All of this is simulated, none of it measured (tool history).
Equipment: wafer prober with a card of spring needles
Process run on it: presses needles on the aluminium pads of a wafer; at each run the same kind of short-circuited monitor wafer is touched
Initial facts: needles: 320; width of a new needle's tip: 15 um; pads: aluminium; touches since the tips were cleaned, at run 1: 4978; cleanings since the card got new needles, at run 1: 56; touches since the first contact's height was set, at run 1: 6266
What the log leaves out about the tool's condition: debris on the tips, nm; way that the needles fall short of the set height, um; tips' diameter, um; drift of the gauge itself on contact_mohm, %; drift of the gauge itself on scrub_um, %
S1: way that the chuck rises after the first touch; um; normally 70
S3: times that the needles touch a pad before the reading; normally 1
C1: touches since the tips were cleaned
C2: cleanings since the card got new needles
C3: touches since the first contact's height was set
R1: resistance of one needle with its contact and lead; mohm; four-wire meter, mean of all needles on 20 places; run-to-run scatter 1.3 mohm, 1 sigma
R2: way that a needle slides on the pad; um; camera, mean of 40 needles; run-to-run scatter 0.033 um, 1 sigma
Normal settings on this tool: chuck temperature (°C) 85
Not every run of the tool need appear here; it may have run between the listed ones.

run 1 hour=0 | S1=70 chuck_temperature_(°C)=85 S3=1 | C1=4978 C2=56 C3=6266 | R1=153 R2=16.88
-- hour=3.9 tips cleaned on abrasive film
run 2 hour=24.8 | S1=70 chuck_temperature_(°C)=85 S3=1 | C1=4118 C2=57 C3=11142 | R1=149 R2=16.84
-- hour=32.1 tips cleaned on abrasive film
run 3 hour=54.6 | S1=81 chuck_temperature_(°C)=85 S3=1 | C1=4444 C2=58 C3=17000 | R1=145 R2=19.53
-- hour=60.2 tips cleaned on abrasive film
-- hour=88.9 tips cleaned on abrasive film
run 4 hour=114.6 | S1=81 chuck_temperature_(°C)=85 S3=1 | C1=5071 C2=60 C3=28799 | R1=144 R2=19.44
-- hour=119.5 tips cleaned on abrasive film
-- hour=149.5 tips cleaned on abrasive film
run 5 hour=149.5 | S1=70 chuck_temperature_(°C)=85 S3=1 | C1=0 C2=62 C3=35655 | R1=116 R2=16.71
-- hour=179.2 tips cleaned on abrasive film
run 6 hour=193.7 | S1=70 chuck_temperature_(°C)=85 S3=1 | C1=2857 C2=63 C3=44353 | R1=139 R2=16.74
-- hour=205.6 tips cleaned on abrasive film
run 7 hour=221.8 | S1=70 chuck_temperature_(°C)=85 S3=1 | C1=3190 C2=64 C3=49884 | R1=143 R2=16.68
-- hour=235.6 tips cleaned on abrasive film
run 8 hour=250.6 | S1=70 chuck_temperature_(°C)=85 S3=1 | C1=2965 C2=65 C3=55555 | R1=146 R2=16.7
-- hour=267.1 tips cleaned on abrasive film
-- hour=295.2 tips cleaned on abrasive film
run 9 hour=300.6 | S1=70 chuck_temperature_(°C)=85 S3=2 | C1=1066 C2=67 C3=65368 | R1=121 R2=16.64
-- hour=325.2 tips cleaned on abrasive film
run 10 hour=325.5 | S1=57 chuck_temperature_(°C)=34 S3=3 | C1=52 C2=68 C3=70264 | R1=109 R2=13.43
-- hour=353.8 tips cleaned on abrasive film
run 11 hour=361.4 | S1=60 chuck_temperature_(°C)=61 S3=3 | C1=1513 C2=69 C3=77343 | R1=122 R2=14.18
-- hour=382.9 tips cleaned on abrasive film
run 12 hour=398.8 | S1=60 chuck_temperature_(°C)=61 S3=3 | C1=3137 C2=70 C3=84701 | R1=125 R2=14.13
-- hour=409.8 tips cleaned on abrasive film
-- hour=436.8 tips cleaned on abrasive film
run 13 hour=456.7 | S1=60 chuck_temperature_(°C)=61 S3=3 | C1=3924 C2=72 C3=96082 | R1=135 R2=14.11
-- hour=464 tips cleaned on abrasive film
-- hour=495 tips cleaned on abrasive film
run 14 hour=500.7 | S1=70 chuck_temperature_(°C)=103 S3=2 | C1=1124 C2=74 C3=104722 | R1=125 R2=16.46

Run 15 comes next. What will it give?
-- hour=522.1 tips cleaned on abrasive film
run 15 hour=532 | S1=70 chuck_temperature_(°C)=103 S3=2 | C1=1950 C2=75 C3=110879 | R1=? R2=?

{"run 15": {"R1": 130, "R2": 16.42}}
On a tool with no hidden condition, and with the same random variation, this run would have come out at R1 116 mohm, R2 16.94 um.
